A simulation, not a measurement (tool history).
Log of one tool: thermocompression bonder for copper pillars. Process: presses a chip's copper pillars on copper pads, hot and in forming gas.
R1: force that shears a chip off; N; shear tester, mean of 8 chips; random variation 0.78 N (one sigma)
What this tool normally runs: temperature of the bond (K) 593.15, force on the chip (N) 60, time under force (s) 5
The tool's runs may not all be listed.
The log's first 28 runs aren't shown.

Run 29, day 64.392: usual settings but force on the chip (N) 84, time under force (s) 9. Result: R1 95.2 N.
Run 30, day 66.154: usual settings but temperature of the bond (K) 612.15, force on the chip (N) 53, time under force (s) 4. Result: R1 68.8 N.
Run 31, day 68.929: usual settings but force on the chip (N) 48, time under force (s) 12. Result: R1 78.9 N.
At day 69.288: forming gas filter changed.
Run 32, day 70.858: usual settings but force on the chip (N) 48, time under force (s) 12. Result: R1 84.5 N.
Run 33, day 73.688: usual settings but force on the chip (N) 81, time under force (s) 12. Result: R1 101.1 N.
At day 74.225: heater calibrated with a thermocouple chip.
Run 34, day 76.258: usual settings but force on the chip (N) 81, time under force (s) 12. Result: R1 95.6 N.
At day 78.458: forming gas filter changed.
Run 35, day 78.767: usual settings but force on the chip (N) 81, time under force (s) 12. Result: R1 100.6 N.
Run 36, day 81.533: usual settings but force on the chip (N) 81, time under force (s) 12. Result: R1 98.2 N.
Run 37, day 83.550: usual settings but temperature of the bond (K) 569.15, force on the chip (N) 82, time under force (s) 7. Result: R1 72.0 N.
Run 38, day 85.846: usual settings but temperature of the bond (K) 598.15, force on the chip (N) 41, time under force (s) 3. Result: R1 46.8 N.

Here are 3 independent what-if runs from the current tool condition. What would each one return?
At day 87.488: forming gas filter changed.
Run A, day 88.629: usual settings but temperature of the bond (K) 602.15, force on the chip (N) 39, time under force (s) 8. Result: R1 ?.
At day 87.488: forming gas filter changed.
Run B, day 88.629: usual settings but temperature of the bond (K) 576.15, force on the chip (N) 72. Result: R1 ?.
At day 87.488: forming gas filter changed.
Run C, day 88.629: usual settings but force on the chip (N) 81. Result: R1 ?.

run    R1
  A  70.1
  B  65.8
  C  79.5
Without the tool's unlogged condition, the same runs would have read:
run    R1
  A  71.4
  B  66.9
  C  80.8
